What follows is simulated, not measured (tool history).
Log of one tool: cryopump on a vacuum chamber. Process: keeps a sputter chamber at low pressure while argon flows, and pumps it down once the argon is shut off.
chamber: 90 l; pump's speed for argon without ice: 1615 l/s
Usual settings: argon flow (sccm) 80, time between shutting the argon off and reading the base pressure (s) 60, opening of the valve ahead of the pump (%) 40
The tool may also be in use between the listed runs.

run	hour	argon flow (sccm)	time between shutting the argon off and reading the base pressure (s)	opening of the valve ahead of the pump (%)	pressure while argon flows (Pa)	pressure after the wait (uPa)
1	0.0	80	60	40	0.2451	1.39
2	36.6	80	244	40	0.2481	1.05
# hour 44.7: pump warmed up, emptied and cooled again
3	93.4	80	244	40	0.2132	0.80
4	133.7	80	244	40	0.2139	0.80
5	159.3	128	60	40	0.3437	1.22
6	216.1	74	60	40	0.2004	1.27
7	247.5	74	188	40	0.2006	0.91
8	291.9	74	188	40	0.2011	0.89
9	331.0	74	188	40	0.2016	0.95
10	355.5	45	61	17	0.2824	1.25
11	410.5	45	61	17	0.2824	1.31

4 ways to go on from here, each from the tool as it stands after run 11. What would each give?
A	463.7	80	29	30	?	?
B	463.7	80	97	40	?	?
C	463.7	131	61	17	?	?
D	463.7	33	61	17	?	?

run	pressure while argon flows (Pa)	pressure after the wait (uPa)
A	0.2925	1.83
B	0.2227	1.16
C	0.8360	1.37
D	0.2094	1.32
Without the tool's hidden state the same runs would have given:
run	pressure while argon flows (Pa)	pressure after the wait (uPa)
A	0.2789	1.16
B	0.2091	0.48
C	0.8135	0.69
D	0.2038	0.64

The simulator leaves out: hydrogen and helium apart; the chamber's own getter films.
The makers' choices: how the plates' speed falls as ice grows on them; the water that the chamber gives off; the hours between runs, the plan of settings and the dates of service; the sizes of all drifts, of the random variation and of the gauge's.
